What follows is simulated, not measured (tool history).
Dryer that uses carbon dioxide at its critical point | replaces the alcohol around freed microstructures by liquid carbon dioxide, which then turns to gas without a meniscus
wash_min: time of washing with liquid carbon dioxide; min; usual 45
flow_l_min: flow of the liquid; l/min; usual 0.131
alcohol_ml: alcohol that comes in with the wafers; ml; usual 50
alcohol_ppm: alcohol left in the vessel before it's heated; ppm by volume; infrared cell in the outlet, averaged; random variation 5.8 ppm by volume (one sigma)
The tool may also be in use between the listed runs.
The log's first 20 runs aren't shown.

run,hour,wash_min,flow_l_min,alcohol_ml,alcohol_ppm
21,333.4,57,0.221,46,117
22,344,45,0.181,50,155
23,353.1,45,0.103,50,947
24,366.3,45,0.103,50,956
25,386.2,45,0.103,50,946
26,400.2,28,0.135,37,1489
27,412.7,37,0.108,50,1593
28,422.5,71,0.131,45,143
29,440.5,71,0.131,45,150
30,456.5,71,0.155,46,131

4 ways to go on from here, each from the tool as it stands after run 30. What would each give?
A,477.6,43,0.155,68,?
B,477.6,71,0.12,46,?
C,477.6,33,0.155,28,?
D,477.6,58,0.131,50,?

run,alcohol_ppm
A,357
B,175
C,464
D,209
Without the tool's hidden state the same runs would have given:
run,alcohol_ppm
A,135
B,24
C,225
D,46
